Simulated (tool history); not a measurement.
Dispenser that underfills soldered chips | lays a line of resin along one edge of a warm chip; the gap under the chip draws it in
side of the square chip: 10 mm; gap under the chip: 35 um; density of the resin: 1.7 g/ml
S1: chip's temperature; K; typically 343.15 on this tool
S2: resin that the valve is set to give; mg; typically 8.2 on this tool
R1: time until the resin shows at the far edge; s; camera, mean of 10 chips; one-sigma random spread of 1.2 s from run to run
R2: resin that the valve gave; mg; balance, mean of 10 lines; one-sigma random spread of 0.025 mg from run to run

run  hour      S1    S2     R1    R2
  1     0  343.15   8.2    124  8.08
  2   8.2  343.15   8.2  150.1  8.04
       10  -- new syringe of resin
  3  14.4  338.15   8.2  174.9     8
     20.8  -- new syringe of resin
  4    24  338.15   8.2  172.9  8.01
     31.5  -- new syringe of resin
  5  35.4  338.15   8.2    171  7.92
     41.7  -- new syringe of resin
  6  45.4  338.15   8.2  175.5  7.93
     52.5  -- new syringe of resin
  7  58.9  338.15   8.2  184.4  7.91
     62.9  -- new syringe of resin
  8  66.8  343.15  8.39  139.4  8.04

Predict the results of run 9:
     73.6  -- new syringe of resin
     77.5  -- dispensing valve cleaned and set on the balance
  9  79.5  332.15  8.91   ?   ?

Run 9 gave R1 234.3 s, R2 8.9 mg.
Had the tool carried no hidden state, the very same run would have given R1 190.4 s, R2 8.91 mg.

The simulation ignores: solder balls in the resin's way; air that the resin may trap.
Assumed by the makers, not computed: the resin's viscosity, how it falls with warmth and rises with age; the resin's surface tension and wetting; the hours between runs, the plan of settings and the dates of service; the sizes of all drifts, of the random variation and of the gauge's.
